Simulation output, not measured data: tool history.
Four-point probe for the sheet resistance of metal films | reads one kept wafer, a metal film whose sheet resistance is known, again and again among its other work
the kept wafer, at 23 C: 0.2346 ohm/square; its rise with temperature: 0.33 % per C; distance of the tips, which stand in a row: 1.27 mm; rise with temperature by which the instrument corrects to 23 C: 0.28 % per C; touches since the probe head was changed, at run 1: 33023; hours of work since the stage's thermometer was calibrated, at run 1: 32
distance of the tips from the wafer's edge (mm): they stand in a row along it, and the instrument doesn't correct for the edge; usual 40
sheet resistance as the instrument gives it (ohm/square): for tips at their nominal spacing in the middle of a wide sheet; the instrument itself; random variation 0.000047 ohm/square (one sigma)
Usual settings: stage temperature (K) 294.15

run,day,stage temperature (K),distance of the tips from the wafer's edge (mm),touches since the probe head was changed,hours of work since the stage's thermometer was calibrated,sheet resistance as the instrument gives it (ohm/square)
1,0,294.15,40,33023,32,0.235163
2,2.492,294.15,40,34416,63,0.235163
3,3.825,294.15,40,35162,79,0.235046
4,5.942,302.15,40,36347,105,0.236056
5,7.15,302.15,40,37022,120,0.236073
6,9.546,302.15,40,38364,149,0.23603
7,11.338,302.15,40,39366,171,0.236026
8,13.225,301.15,29,40422,195,0.235979
9,14.967,301.15,29,41396,216,0.235937
10,16.238,301.15,29,42106,232,0.23588
11,17.5,303.15,11,42813,247,0.237639
12,19.554,303.15,27,43962,272,0.236236
13,21.312,299.15,5,44946,294,0.243283

5 ways to go on from here, each from the tool as it stands after run 13. What would each give?
A,23.546,298.15,6,46196,322,?
B,23.546,295.15,6,46196,322,?
C,23.546,306.15,47,46196,322,?
D,23.546,299.15,7,46196,322,?
E,23.546,297.15,5,46196,322,?

run,sheet resistance as the instrument gives it (ohm/square)
A,0.240889
B,0.24045
C,0.236239
D,0.239482
E,0.243031
Without the tool's hidden state the same runs would have given:
run,sheet resistance as the instrument gives it (ohm/square)
A,0.24045
B,0.240012
C,0.235806
D,0.239045
E,0.242589

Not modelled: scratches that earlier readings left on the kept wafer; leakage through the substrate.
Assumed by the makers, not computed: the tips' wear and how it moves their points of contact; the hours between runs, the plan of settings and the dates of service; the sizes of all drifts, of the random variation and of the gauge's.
